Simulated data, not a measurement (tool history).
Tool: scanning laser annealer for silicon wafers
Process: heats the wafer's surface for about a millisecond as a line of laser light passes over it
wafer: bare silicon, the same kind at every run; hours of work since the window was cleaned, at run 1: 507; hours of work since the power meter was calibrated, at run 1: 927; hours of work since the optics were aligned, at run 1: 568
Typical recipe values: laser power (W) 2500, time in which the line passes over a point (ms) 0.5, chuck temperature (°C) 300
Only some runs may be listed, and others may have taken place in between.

run	day	laser power (W)	time in which the line passes over a point (ms)	chuck temperature (°C)	hours of work since the window was cleaned	hours of work since the power meter was calibrated	hours of work since the optics were aligned	highest temperature of the surface (°C)
1	0	2500	0.5	300	507	927	568	1016
# day 1.662: window over the wafer cleaned
2	2.171	2500	0.5	300	7	954	595	1039
3	5.296	2401	0.5	300	47	995	636	996
4	8.179	2500	0.5	322	84	1032	673	1055
5	10.229	2500	0.5	322	111	1059	700	1051
6	12.479	2500	0.5	322	140	1088	729	1050
7	14.242	2365	0.5	300	163	1110	752	979
8	17.1	2365	0.5	300	200	1147	789	974
9	19.75	2500	0.5	300	234	1182	823	1022
10	22.179	2500	0.5	300	265	1213	854	1017
11	24.567	2650	0.5	300	296	1244	885	1072
12	27.588	2650	0.5	300	335	1283	924	1071
13	29.638	2324	0.5	300	362	1310	951	956
# day 30.054: laser's power meter calibrated
14	31.196	2324	0.5	300	381	15	969	956
15	34.1	2324	0.5	300	418	52	1007	953
# day 37.054: laser's power meter calibrated, once more
16	37.183	2500	0.371	300	456	2	1045	924
17	39.162	2500	0.371	300	482	27	1071	925
# day 39.892: optics aligned, line set to its width
18	40.867	2500	0.371	300	501	47	13	934
# day 43.092: window over the wafer cleaned
19	43.854	2500	0.371	300	10	84	50	948
20	45.608	2500	0.371	300	33	107	73	948
21	46.988	2348	0.415	300	50	125	91	930
22	50.192	2311	0.608	280	92	166	132	1003
23	53.042	2500	0.482	300	129	203	169	1018
24	54.521	2127	0.527	327	148	222	188	940
25	57.075	2500	0.463	317	181	255	221	1020
26	58.396	2500	0.463	317	198	272	238	1020
27	60.917	2425	0.427	274	231	305	271	928
28	63.775	2179	0.533	271	268	342	308	898
29	66.942	2179	0.498	279	309	383	349	888
30	68.358	2179	0.498	279	327	401	367	886
31	71.312	2448	0.391	264	365	440	406	893
32	74.142	2500	0.552	324	402	476	442	1072
33	75.596	2482	0.592	300	421	495	461	1061
34	77.338	2371	0.566	300	443	517	483	1005
35	80.054	2700	0.566	329	478	553	519	1152
36	82.758	2378	0.481	333	513	588	554	992
# day 84.062: window over the wafer cleaned
37	85.458	2340	0.525	300	18	621	587	989
38	87.342	2340	0.525	300	42	646	612	987
39	89.367	2219	0.574	300	69	672	638	969
40	91.562	2199	0.584	302	97	700	666	965

Predict each of these 5 candidate next runs independently; none follows another, all start after run 40:
A	94.267	2438	0.363	263	132	735	701	?
B	94.267	2389	0.366	277	132	735	701	?
C	94.267	2405	0.455	272	132	735	701	?
D	94.267	2151	0.5	314	132	735	701	?
E	94.267	2153	0.481	300	132	735	701	?

run	highest temperature of the surface (°C)
A	875
B	878
C	934
D	915
E	893
Had the tool no hidden state, the same runs would have come out as:
run	highest temperature of the surface (°C)
A	890
B	893
C	950
D	930
E	908
